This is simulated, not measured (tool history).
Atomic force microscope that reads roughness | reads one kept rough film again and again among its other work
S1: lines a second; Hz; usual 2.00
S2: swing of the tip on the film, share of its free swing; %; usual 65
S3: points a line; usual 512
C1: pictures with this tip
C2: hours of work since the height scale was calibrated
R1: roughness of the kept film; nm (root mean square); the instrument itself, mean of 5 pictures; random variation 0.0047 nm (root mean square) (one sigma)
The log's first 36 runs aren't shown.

At hour 541.2: new tip fitted.
Run 37, hour 554.0: usual settings but S1 2.82 Hz, S2 57 %, S3 1010; C1 21; C2 478. Result: R1 0.972 nm (root mean square).
Run 38, hour 570.1: usual settings but S1 0.64 Hz, S2 56 %, S3 1010; C1 49; C2 486. Result: R1 1.004 nm (root mean square).
Run 39, hour 582.0: usual settings but S1 2.42 Hz, S3 901; C1 69; C2 492. Result: R1 0.924 nm (root mean square).
At hour 588.5: new tip fitted.
Run 40, hour 604.9: usual settings but S1 1.93 Hz; C1 27; C2 504. Result: R1 0.960 nm (root mean square).
Run 41, hour 614.3: usual settings but S1 1.45 Hz, S2 58 %, S3 470; C1 43; C2 508. Result: R1 0.970 nm (root mean square).
Run 42, hour 629.8: usual settings but S1 1.45 Hz, S2 58 %, S3 470; C1 69; C2 516. Result: R1 0.955 nm (root mean square).
At hour 635.4: new tip fitted.
Run 43, hour 648.9: usual settings but S1 1.45 Hz, S2 71 %, S3 1016; C1 23; C2 526. Result: R1 0.964 nm (root mean square).
Run 44, hour 671.6: usual settings but S1 1.45 Hz, S2 71 %, S3 1016; C1 61; C2 538. Result: R1 0.939 nm (root mean square).
At hour 682.1: new tip fitted.
Run 45, hour 682.1: usual settings but S1 1.09 Hz, S2 77 %, S3 591; C1 0; C2 543. Result: R1 0.971 nm (root mean square).
Run 46, hour 703.8: usual settings but S1 0.63 Hz, S3 300; C1 37; C2 554. Result: R1 0.980 nm (root mean square).
Run 47, hour 716.3: usual settings but S1 3.25 Hz, S3 383; C1 58; C2 561. Result: R1 0.906 nm (root mean square).

5 ways to go on from here, each from the tool as it stands after run 47. What would each give?
At hour 729.8: new tip fitted.
Run A, hour 733.3: usual settings but S3 708; C1 6; C2 569. Result: R1 ?.
At hour 729.8: new tip fitted.
Run B, hour 733.3: usual settings but S1 0.77 Hz, S2 90 %; C1 6; C2 569. Result: R1 ?.
At hour 729.8: new tip fitted.
Run C, hour 733.3: usual settings but S2 75 %; C1 6; C2 569. Result: R1 ?.
At hour 729.8: new tip fitted.
Run D, hour 733.3: usual settings but S1 3.25 Hz, S3 879; C1 6; C2 569. Result: R1 ?.
At hour 729.8: new tip fitted.
Run E, hour 733.3: usual settings but S1 2.81 Hz, S2 84 %, S3 293; C1 6; C2 569. Result: R1 ?.

run     R1
  A  0.978
  B  0.939
  C  0.932
  D  0.935
  E  0.820
Without the tool's hidden state the same runs would have given:
run     R1
  A  0.989
  B  0.949
  C  0.942
  D  0.945
  E  0.829
